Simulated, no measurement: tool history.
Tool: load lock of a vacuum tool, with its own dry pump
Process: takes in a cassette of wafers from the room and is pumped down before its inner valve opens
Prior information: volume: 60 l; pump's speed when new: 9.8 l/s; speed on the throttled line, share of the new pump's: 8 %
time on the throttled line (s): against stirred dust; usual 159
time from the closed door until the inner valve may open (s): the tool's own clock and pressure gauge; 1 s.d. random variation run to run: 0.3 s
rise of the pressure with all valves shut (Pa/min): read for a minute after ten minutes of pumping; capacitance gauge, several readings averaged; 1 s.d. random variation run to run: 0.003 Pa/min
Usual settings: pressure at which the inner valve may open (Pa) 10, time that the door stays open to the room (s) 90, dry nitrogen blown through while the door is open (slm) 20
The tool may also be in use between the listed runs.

| run | hour | time on the throttled line (s) | pressure at which the inner valve may open (Pa) | time that the door stays open to the room (s) | dry nitrogen blown through while the door is open (slm) | incoming humidity of the room's air, % | time from the closed door until the inner valve may open (s) | rise of the pressure with all valves shut (Pa/min) |
|---|---|---|---|---|---|---|---|---|
| 1 | 0 | 159 | 10 | 90 | 20 | 45.7 | 202.5 | 0.089 |
| 2 | 61.4 | 159 | 10 | 90 | 20 | 43.8 | 202.3 | 0.095 |
| 3 | 116.1 | 159 | 10 | 90 | 20 | 45.4 | 202.9 | 0.093 |
| 4 | 177.2 | 159 | 10 | 90 | 20 | 46.4 | 202.7 | 0.098 |
| 5 | 274.6 | 159 | 10 | 90 | 11 | 42.7 | 202.3 | 0.103 |
| 6 | 368.2 | 159 | 10 | 90 | 11 | 45.6 | 203 | 0.104 |
| 7 | 473.4 | 159 | 10 | 90 | 11 | 45.2 | 202.3 | 0.123 |
| 8 | 561 | 159 | 10 | 90 | 11 | 46.3 | 202.8 | 0.117 |
| 9 | 649.3 | 159 | 10 | 90 | 11 | 42.8 | 203 | 0.12 |
| 10 | 718.4 | 159 | 10 | 90 | 11 | 46.6 | 202.3 | 0.127 |
| 11 | 793.2 | 159 | 10 | 90 | 11 | 41.7 | 202.5 | 0.124 |
| 12 | 879.7 | 200 | 16 | 136 | 13 | 45.3 | 237.7 | 0.134 |
| 13 | 952.8 | 95 | 14 | 90 | 15 | 46.5 | 141.9 | 0.126 |
| 14 | 1014.6 | 180 | 10 | 90 | 20 | 47.7 | 222.4 | 0.129 |
| 15 | 1068 | 180 | 10 | 90 | 20 | 42.5 | 222.1 | 0.132 |
| 16 | 1151.9 | 246 | 10 | 90 | 20 | 39.8 | 283.1 | 0.134 |
| 17 | 1255.5 | 246 | 10 | 90 | 6 | 45.4 | 282.6 | 0.152 |
| 18 | 1336.9 | 246 | 10 | 90 | 6 | 49.1 | 282.8 | 0.163 |
| 19 | 1397.1 | 168 | 18 | 45 | 6 | 46.1 | 207.6 | 0.149 |
| 20 | 1444.8 | 168 | 18 | 45 | 6 | 45.9 | 207.2 | 0.148 |
| 21 | 1536.8 | 168 | 14 | 45 | 6 | 45.5 | 209 | 0.151 |

Here are 5 independent what-if runs from the current tool condition. What would each one return?
| A | 1585.1 | 159 | 18 | 90 | 20 | 49 | ? | ? |
| B | 1585.1 | 168 | 17 | 90 | 6 | 46 | ? | ? |
| C | 1585.1 | 81 | 19 | 45 | 20 | 44.7 | ? | ? |
| D | 1585.1 | 168 | 14 | 173 | 11 | 43.7 | ? | ? |
| E | 1585.1 | 212 | 10 | 90 | 20 | 47.1 | ? | ? |

| run | time from the closed door until the inner valve may open (s) | rise of the pressure with all valves shut (Pa/min) |
|---|---|---|
| A | 199.5 | 0.157 |
| B | 207.5 | 0.168 |
| C | 127.4 | 0.143 |
| D | 209.1 | 0.156 |
| E | 251.7 | 0.154 |
Had the tool no hidden state, the same runs would have come out as:
| run | time from the closed door until the inner valve may open (s) | rise of the pressure with all valves shut (Pa/min) |
|---|---|---|
| A | 199 | 0.031 |
| B | 207.1 | 0.041 |
| C | 126.8 | 0.017 |
| D | 208.6 | 0.031 |
| E | 251.2 | 0.026 |
